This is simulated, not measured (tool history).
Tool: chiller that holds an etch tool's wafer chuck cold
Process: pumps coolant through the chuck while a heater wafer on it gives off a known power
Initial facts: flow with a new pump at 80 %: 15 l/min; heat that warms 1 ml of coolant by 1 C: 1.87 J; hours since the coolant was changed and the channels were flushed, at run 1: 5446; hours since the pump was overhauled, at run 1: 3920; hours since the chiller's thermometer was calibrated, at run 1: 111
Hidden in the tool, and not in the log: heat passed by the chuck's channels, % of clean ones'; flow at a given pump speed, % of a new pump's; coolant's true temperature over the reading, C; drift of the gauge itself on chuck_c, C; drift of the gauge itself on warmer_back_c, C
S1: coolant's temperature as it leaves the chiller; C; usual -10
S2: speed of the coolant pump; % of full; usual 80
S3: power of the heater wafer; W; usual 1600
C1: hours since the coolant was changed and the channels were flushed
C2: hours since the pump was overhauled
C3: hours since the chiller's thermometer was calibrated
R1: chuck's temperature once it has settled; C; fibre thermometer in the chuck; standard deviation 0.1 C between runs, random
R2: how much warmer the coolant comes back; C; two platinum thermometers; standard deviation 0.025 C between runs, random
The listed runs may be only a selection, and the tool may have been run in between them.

run	day	S1	S2	S3	C1	C2	C3	R1	R2
1	0	-10	80	1600	5446	3920	111	4.6	3.59
2	8.938	-10	80	1600	5660	4134	326	4.6	3.59
3	15.221	-10	80	1600	5811	4285	477	4.6	3.61
4	20.354	-10	80	1600	5934	4408	600	4.7	3.63
5	27.379	-10	80	1584	6103	4577	769	4.6	3.62
6	36.304	-10	80	1584	6317	4791	983	4.8	3.59
# day 44.571: coolant changed, channels flushed
7	45.792	-7	75	1600	29	5013	1204	5.6	3.92
8	52.892	-6	86	882	200	5183	1375	0.1	1.88
9	62.296	-7	62	1817	425	5409	1601	10	5.56
# day 62.762: chiller's thermometer calibrated
10	68.85	-7	62	1817	582	5565	146	9.8	5.53
11	76.979	-8	84	1600	777	5760	341	3.4	3.47
12	85.808	-6	83	918	989	5972	553	0.4	2.06

Predict each of these 5 candidate next runs independently; none follows another, all start after run 12:
A	92.379	-10	80	1125	1146	6130	711	?	?
B	92.379	-8	75	918	1146	6130	711	?	?
C	92.379	-1	80	1310	1146	6130	711	?	?
D	92.379	-6	92	2303	1146	6130	711	?	?
E	92.379	-17	83	2057	1146	6130	711	?	?

run	R1	R2
A	-1.5	2.63
B	-0.8	2.26
C	8.9	3.06
D	9.6	4.56
E	-1.8	4.6
Take away the tool's hidden state, keep each run's random variation, and the runs would have read:
run	R1	R2
A	-2	2.43
B	-1.2	2.08
C	8.3	2.83
D	8.4	4.21
E	-2.9	4.25

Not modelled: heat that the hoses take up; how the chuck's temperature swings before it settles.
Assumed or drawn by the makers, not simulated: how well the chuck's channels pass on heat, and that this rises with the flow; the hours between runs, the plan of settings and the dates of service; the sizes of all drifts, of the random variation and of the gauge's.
